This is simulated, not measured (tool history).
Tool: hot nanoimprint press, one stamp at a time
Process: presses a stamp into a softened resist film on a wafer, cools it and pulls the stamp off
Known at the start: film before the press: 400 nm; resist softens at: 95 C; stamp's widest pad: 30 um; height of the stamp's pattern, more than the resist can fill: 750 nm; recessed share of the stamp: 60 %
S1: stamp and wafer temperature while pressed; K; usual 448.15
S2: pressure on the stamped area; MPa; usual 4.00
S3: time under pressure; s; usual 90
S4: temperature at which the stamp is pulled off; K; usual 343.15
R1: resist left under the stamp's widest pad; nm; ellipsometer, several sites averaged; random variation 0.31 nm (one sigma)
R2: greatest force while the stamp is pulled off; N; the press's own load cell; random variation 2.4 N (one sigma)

run,hour,S1,S2,S3,S4,R1,R2
1,0.0,448.15,4.00,90,343.15,184.6,204
2,30.8,448.15,4.00,90,343.15,184.2,208
3,49.3,448.15,4.00,90,343.15,183.5,212
4,72.4,448.15,4.00,90,343.15,184.1,211
5,100.9,448.15,4.00,90,343.15,184.1,217
6,138.7,448.15,4.00,90,343.15,183.4,223
7,154.1,448.15,4.00,55,343.15,215.1,219
8,188.9,448.15,4.00,55,343.15,215.2,227
9,225.7,448.15,4.00,55,343.15,215.2,225
10,253.5,448.15,4.00,90,340.15,183.5,242
11,283.6,448.15,4.00,90,343.15,182.5,190
12,317.4,448.15,4.00,90,343.15,182.0,189
13,348.3,448.15,4.00,90,343.15,190.6,196
14,375.0,448.15,4.00,90,343.15,189.1,200
15,410.7,448.15,4.00,90,343.15,189.1,202
16,431.5,448.15,4.00,90,343.15,189.3,205
17,468.0,448.15,4.00,90,343.15,188.6,206
18,487.4,448.15,4.00,85,340.15,192.0,218
19,502.9,457.15,3.66,162,341.15,111.7,212
20,532.8,457.15,3.66,162,344.15,111.7,211
21,568.3,448.15,3.74,84,343.15,198.7,216
22,595.0,448.15,3.74,84,343.15,198.9,218
23,630.9,448.15,4.04,84,337.15,191.1,241
24,667.7,444.15,3.92,66,337.15,241.9,244
25,685.5,443.15,4.67,74,348.15,225.2,211
26,713.1,443.15,4.67,74,348.15,224.3,214
27,740.1,441.15,4.00,90,349.15,244.8,210
28,776.2,441.15,4.00,90,349.15,244.0,179
29,794.0,441.15,4.00,90,349.15,243.3,177
30,814.8,455.15,3.64,94,343.15,146.5,194

Taken out of this log: 3 entries between the listed runs. Where each belongs, and how the hidden state differs across it:
Between runs 10 and 11: stamp cleaned and given a new release coat (hour 283.3)
  true temperature over the reading, C: 0.87 -> 0.9; pressure that arrives at the usual setting, %: 98.35 -> 98.3; grip of the stamp's worn release coat, % over a new coat's: 22.2 -> 0
  measured less the result without the state, R1: -4.8 -> -4.9 nm; R2: +41 -> -2 N
Between runs 12 and 13: plate thermocouple calibrated (hour 347.2)
  true temperature over the reading, C: 0.94 -> 0; pressure that arrives at the usual setting, %: 98.23 -> 98.16; grip of the stamp's worn release coat, % over a new coat's: 1.6 -> 3
  measured less the result without the state, R1: -5.2 -> +1.9 nm; R2: +1 -> +6 N
Between runs 27 and 28: stamp cleaned and given a new release coat (hour 763.3)
  true temperature over the reading, C: 0.52 -> 0.56; pressure that arrives at the usual setting, %: 97.23 -> 97.15; grip of the stamp's worn release coat, % over a new coat's: 22.4 -> 0.6
  measured less the result without the state, R1: -1.7 -> -1.9 nm; R2: +37 -> +0 N
